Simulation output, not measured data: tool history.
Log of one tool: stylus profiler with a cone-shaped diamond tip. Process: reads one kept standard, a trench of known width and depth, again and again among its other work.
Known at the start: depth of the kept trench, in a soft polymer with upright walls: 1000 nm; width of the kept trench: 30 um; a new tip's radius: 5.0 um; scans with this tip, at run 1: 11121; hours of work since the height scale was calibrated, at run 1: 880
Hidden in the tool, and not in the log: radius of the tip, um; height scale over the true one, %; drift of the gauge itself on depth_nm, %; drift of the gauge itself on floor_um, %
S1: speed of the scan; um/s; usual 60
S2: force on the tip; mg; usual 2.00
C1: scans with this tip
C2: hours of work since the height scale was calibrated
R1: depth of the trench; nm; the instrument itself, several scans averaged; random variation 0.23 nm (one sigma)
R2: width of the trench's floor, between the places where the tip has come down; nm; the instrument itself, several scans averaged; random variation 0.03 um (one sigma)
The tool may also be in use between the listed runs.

{"run": 1, "hour": 0.0, "S1": 60, "S2": 2.0, "C1": 11121, "C2": 880, "R1": 1013.77, "R2": 23660}
{"run": 2, "hour": 70.8, "S1": 60, "S2": 2.0, "C1": 11506, "C2": 911, "R1": 1014.08, "R2": 23590}
{"run": 3, "hour": 162.2, "S1": 60, "S2": 2.0, "C1": 12004, "C2": 950, "R1": 1013.57, "R2": 23660}
{"hour": 205.6, "done": "new tip fitted, height scale calibrated"}
{"run": 4, "hour": 238.0, "S1": 60, "S2": 2.0, "C1": 177, "C2": 14, "R1": 1013.68, "R2": 23650}
{"run": 5, "hour": 330.1, "S1": 29, "S2": 2.0, "C1": 678, "C2": 54, "R1": 1013.73, "R2": 23830}
{"run": 6, "hour": 423.5, "S1": 29, "S2": 2.0, "C1": 1186, "C2": 94, "R1": 1014.0, "R2": 23780}
{"run": 7, "hour": 504.2, "S1": 60, "S2": 2.0, "C1": 1624, "C2": 129, "R1": 1013.89, "R2": 23570}
{"run": 8, "hour": 579.7, "S1": 60, "S2": 2.0, "C1": 2036, "C2": 161, "R1": 1013.92, "R2": 23590}
{"run": 9, "hour": 655.4, "S1": 60, "S2": 2.0, "C1": 2447, "C2": 194, "R1": 1013.79, "R2": 23650}
{"run": 10, "hour": 779.1, "S1": 60, "S2": 2.0, "C1": 3120, "C2": 247, "R1": 1014.26, "R2": 23570}
{"run": 11, "hour": 870.1, "S1": 60, "S2": 2.0, "C1": 3615, "C2": 286, "R1": 1013.72, "R2": 23620}
{"run": 12, "hour": 951.6, "S1": 61, "S2": 3.77, "C1": 4058, "C2": 321, "R1": 1021.0, "R2": 23660}
{"run": 13, "hour": 1059.3, "S1": 24, "S2": 0.95, "C1": 4644, "C2": 368, "R1": 1008.52, "R2": 23760}
{"run": 14, "hour": 1157.3, "S1": 60, "S2": 1.68, "C1": 5177, "C2": 410, "R1": 1011.99, "R2": 23610}
{"run": 15, "hour": 1247.4, "S1": 59, "S2": 3.88, "C1": 5667, "C2": 449, "R1": 1021.87, "R2": 23770}
{"run": 16, "hour": 1340.6, "S1": 60, "S2": 2.1, "C1": 6174, "C2": 489, "R1": 1014.02, "R2": 23640}

Forecast each of these 5 alternatives for the next run:
{"run": "A", "hour": 1403.1, "S1": 76, "S2": 3.15, "C1": 6514, "C2": 516, "R1": "?", "R2": "?"}
{"run": "B", "hour": 1403.1, "S1": 140, "S2": 2.1, "C1": 6514, "C2": 516, "R1": "?", "R2": "?"}
{"run": "C", "hour": 1403.1, "S1": 90, "S2": 1.05, "C1": 6514, "C2": 516, "R1": "?", "R2": "?"}
{"run": "D", "hour": 1403.1, "S1": 60, "S2": 1.21, "C1": 6514, "C2": 516, "R1": "?", "R2": "?"}
{"run": "E", "hour": 1403.1, "S1": 60, "S2": 5.63, "C1": 6514, "C2": 516, "R1": "?", "R2": "?"}

run=A R1=1019.08 R2=23640
run=B R1=1014.19 R2=23030
run=C R1=1008.79 R2=23210
run=D R1=1009.99 R2=23480
run=E R1=1027.41 R2=23740
Without the tool's hidden state the same runs would have given:
run=A R1=1019.06 R2=23650
run=B R1=1014.17 R2=23050
run=C R1=1008.77 R2=23230
run=D R1=1009.98 R2=23490
run=E R1=1027.40 R2=23750

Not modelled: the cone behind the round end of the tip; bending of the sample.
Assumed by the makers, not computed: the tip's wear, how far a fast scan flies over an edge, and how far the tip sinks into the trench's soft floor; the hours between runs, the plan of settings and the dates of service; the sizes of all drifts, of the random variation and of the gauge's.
